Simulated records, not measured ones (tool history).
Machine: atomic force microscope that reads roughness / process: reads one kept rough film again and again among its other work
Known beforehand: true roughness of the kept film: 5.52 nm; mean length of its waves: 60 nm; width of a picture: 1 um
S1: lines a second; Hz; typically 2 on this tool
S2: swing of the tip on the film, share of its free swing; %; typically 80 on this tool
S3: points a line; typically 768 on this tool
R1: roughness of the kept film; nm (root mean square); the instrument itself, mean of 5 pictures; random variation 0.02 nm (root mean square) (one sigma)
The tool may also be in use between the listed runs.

{"run": 1, "hour": 0.0, "S1": 2, "S2": 80, "S3": 768, "R1": 4.855}
{"run": 2, "hour": 14.6, "S1": 2, "S2": 80, "S3": 768, "R1": 4.814}
{"run": 3, "hour": 32.6, "S1": 2, "S2": 80, "S3": 768, "R1": 4.847}
{"run": 4, "hour": 62.8, "S1": 2, "S2": 80, "S3": 768, "R1": 4.873}
{"run": 5, "hour": 77.3, "S1": 2, "S2": 80, "S3": 768, "R1": 4.875}
{"run": 6, "hour": 104.8, "S1": 2, "S2": 60, "S3": 768, "R1": 5.132}
{"run": 7, "hour": 128.5, "S1": 2, "S2": 60, "S3": 768, "R1": 5.154}
{"run": 8, "hour": 156.0, "S1": 2, "S2": 60, "S3": 768, "R1": 5.137}
{"run": 9, "hour": 171.1, "S1": 2, "S2": 60, "S3": 257, "R1": 5.082}
{"hour": 197.8, "done": "new tip fitted"}
{"run": 10, "hour": 202.0, "S1": 2, "S2": 60, "S3": 257, "R1": 5.143}
{"run": 11, "hour": 220.9, "S1": 2, "S2": 60, "S3": 257, "R1": 5.097}
{"run": 12, "hour": 250.2, "S1": 2, "S2": 60, "S3": 257, "R1": 5.11}
{"run": 13, "hour": 277.3, "S1": 2.19, "S2": 80, "S3": 768, "R1": 4.818}
{"run": 14, "hour": 306.4, "S1": 2, "S2": 80, "S3": 768, "R1": 4.891}
{"run": 15, "hour": 325.5, "S1": 0.6, "S2": 68, "S3": 279, "R1": 5.205}
{"run": 16, "hour": 338.0, "S1": 1.66, "S2": 72, "S3": 279, "R1": 5.003}
{"run": 17, "hour": 366.7, "S1": 1.66, "S2": 72, "S3": 288, "R1": 5.014}
{"run": 18, "hour": 389.3, "S1": 2.37, "S2": 80, "S3": 605, "R1": 4.779}
{"hour": 396.3, "done": "new tip fitted"}
{"run": 19, "hour": 410.8, "S1": 2, "S2": 56, "S3": 768, "R1": 5.216}
{"run": 20, "hour": 440.7, "S1": 2, "S2": 56, "S3": 768, "R1": 5.198}
{"run": 21, "hour": 456.4, "S1": 2, "S2": 56, "S3": 768, "R1": 5.134}
{"run": 22, "hour": 483.2, "S1": 2, "S2": 56, "S3": 768, "R1": 5.197}
{"run": 23, "hour": 498.1, "S1": 0.88, "S2": 81, "S3": 365, "R1": 5.067}
{"run": 24, "hour": 510.7, "S1": 3.09, "S2": 61, "S3": 365, "R1": 5.028}
{"run": 25, "hour": 536.0, "S1": 3.09, "S2": 61, "S3": 930, "R1": 5.065}
{"run": 26, "hour": 550.8, "S1": 3.09, "S2": 61, "S3": 930, "R1": 5.053}
{"run": 27, "hour": 566.8, "S1": 1.58, "S2": 80, "S3": 299, "R1": 4.906}

Below are 5 alternative next runs, each starting from the tool's condition after run 27. Predict each:
{"hour": 595.6, "done": "new tip fitted"}
{"run": "A", "hour": 597.1, "S1": 1.9, "S2": 59, "S3": 925, "R1": "?"}
{"hour": 595.6, "done": "new tip fitted"}
{"run": "B", "hour": 597.1, "S1": 2, "S2": 63, "S3": 768, "R1": "?"}
{"hour": 595.6, "done": "new tip fitted"}
{"run": "C", "hour": 597.1, "S1": 1.78, "S2": 80, "S3": 768, "R1": "?"}
{"hour": 595.6, "done": "new tip fitted"}
{"run": "D", "hour": 597.1, "S1": 1.53, "S2": 80, "S3": 865, "R1": "?"}
{"hour": 595.6, "done": "new tip fitted"}
{"run": "E", "hour": 597.1, "S1": 3.09, "S2": 83, "S3": 361, "R1": "?"}

run=A R1=5.163
run=B R1=5.107
run=C R1=4.891
run=D R1=4.959
run=E R1=4.597
Stripped of hidden state, with their random variation kept, the same runs would have yielded:
run=A R1=5.163
run=B R1=5.107
run=C R1=4.89
run=D R1=4.959
run=E R1=4.597
